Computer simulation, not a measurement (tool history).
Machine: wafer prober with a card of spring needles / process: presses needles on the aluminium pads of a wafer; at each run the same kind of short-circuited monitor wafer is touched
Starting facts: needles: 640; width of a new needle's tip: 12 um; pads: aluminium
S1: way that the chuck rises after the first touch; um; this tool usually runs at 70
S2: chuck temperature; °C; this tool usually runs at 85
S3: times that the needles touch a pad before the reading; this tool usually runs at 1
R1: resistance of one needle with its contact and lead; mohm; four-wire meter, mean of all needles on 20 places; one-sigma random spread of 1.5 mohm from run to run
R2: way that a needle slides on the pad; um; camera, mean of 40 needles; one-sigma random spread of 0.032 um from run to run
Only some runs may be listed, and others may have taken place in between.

Run 1, hour 0: usual settings. Result: R1 160 mohm, R2 14.44 um.
At hour 23.8: tips cleaned on abrasive film.
Run 2, hour 40.6: usual settings. Result: R1 295 mohm, R2 14.42 um.
At hour 45.5: tips cleaned on abrasive film.
At hour 67.6: tips cleaned on abrasive film.
At hour 91.1: tips cleaned on abrasive film.
Run 3, hour 96.5: usual settings but S2 52 °C. Result: R1 231 mohm, R2 14.36 um.
At hour 114.1: tips cleaned on abrasive film.
At hour 137.9: tips cleaned on abrasive film.
At hour 161.6: tips cleaned on abrasive film.
Run 4, hour 172.8: usual settings but S2 52 °C. Result: R1 269 mohm, R2 14.4 um.
At hour 181.9: tips cleaned on abrasive film.
At hour 204.5: tips cleaned on abrasive film.
At hour 228.4: tips cleaned on abrasive film.
Run 5, hour 229.3: usual settings but S1 71 um. Result: R1 174 mohm, R2 14.52 um.
At hour 249.5: tips cleaned on abrasive film.
Run 6, hour 263.7: usual settings but S1 71 um. Result: R1 293 mohm, R2 14.52 um.
At hour 272.3: tips cleaned on abrasive film.
At hour 292.6: tips cleaned on abrasive film.
At hour 314.3: tips cleaned on abrasive film.
Run 7, hour 333.1: usual settings but S1 71 um. Result: R1 294 mohm, R2 14.48 um.
At hour 338: tips cleaned on abrasive film.
At hour 351.4: height of the first contact set anew.
At hour 360.8: tips cleaned on abrasive film.
At hour 382.6: tips cleaned on abrasive film.
Run 8, hour 399.1: usual settings but S1 71 um. Result: R1 308 mohm, R2 14.15 um.
At hour 404: tips cleaned on abrasive film.
At hour 426.8: tips cleaned on abrasive film.
At hour 448.5: tips cleaned on abrasive film.
At hour 470.9: tips cleaned on abrasive film.
Run 9, hour 471.6: usual settings but S1 73 um, S3 3. Result: R1 154 mohm, R2 14.55 um.
At hour 493.9: tips cleaned on abrasive film.
At hour 516.7: tips cleaned on abrasive film.
Run 10, hour 516.7: usual settings but S1 53 um, S2 120 °C. Result: R1 173 mohm, R2 10.34 um.
At hour 540.6: tips cleaned on abrasive film.
Run 11, hour 548: usual settings but S1 89 um, S2 77 °C. Result: R1 221 mohm, R2 17.87 um.
At hour 562.7: tips cleaned on abrasive film.
At hour 585.2: tips cleaned on abrasive film.
Run 12, hour 585.2: usual settings but S2 35 °C. Result: R1 153 mohm, R2 13.87 um.
At hour 606.5: tips cleaned on abrasive film.
Run 13, hour 621.1: usual settings. Result: R1 298 mohm, R2 13.84 um.
At hour 629.1: tips cleaned on abrasive film.
At hour 650.6: tips cleaned on abrasive film.
Run 14, hour 652.7: usual settings but S1 56 um, S2 64 °C. Result: R1 248 mohm, R2 10.88 um.

Here are 4 independent what-if runs from the current tool condition. What would each one return?
At hour 670.6: tips cleaned on abrasive film.
At hour 692.3: tips cleaned on abrasive film.
At hour 711.5: tips cleaned on abrasive film.
Run A, hour 716.6: usual settings but S1 69 um, S2 86 °C, S3 2. Result: R1 ?, R2 ?.
At hour 670.6: tips cleaned on abrasive film.
At hour 692.3: tips cleaned on abrasive film.
At hour 711.5: tips cleaned on abrasive film.
Run B, hour 716.6: usual settings but S1 58 um, S2 26 °C. Result: R1 ?, R2 ?.
At hour 670.6: tips cleaned on abrasive film.
At hour 692.3: tips cleaned on abrasive film.
At hour 711.5: tips cleaned on abrasive film.
Run C, hour 716.6: usual settings but S1 56 um, S2 47 °C. Result: R1 ?, R2 ?.
At hour 670.6: tips cleaned on abrasive film.
At hour 692.3: tips cleaned on abrasive film.
At hour 711.5: tips cleaned on abrasive film.
Run D, hour 716.6: usual settings but S1 60 um, S2 71 °C, S3 2. Result: R1 ?, R2 ?.

run   R1     R2
  A  212   13.6
  B  300   11.2
  C  305  10.81
  D  229  11.72
What these runs would have given with no unlogged condition in the tool:
run   R1     R2
  A  149  14.55
  B  141  12.14
  C  143  11.76
  D  145  12.67
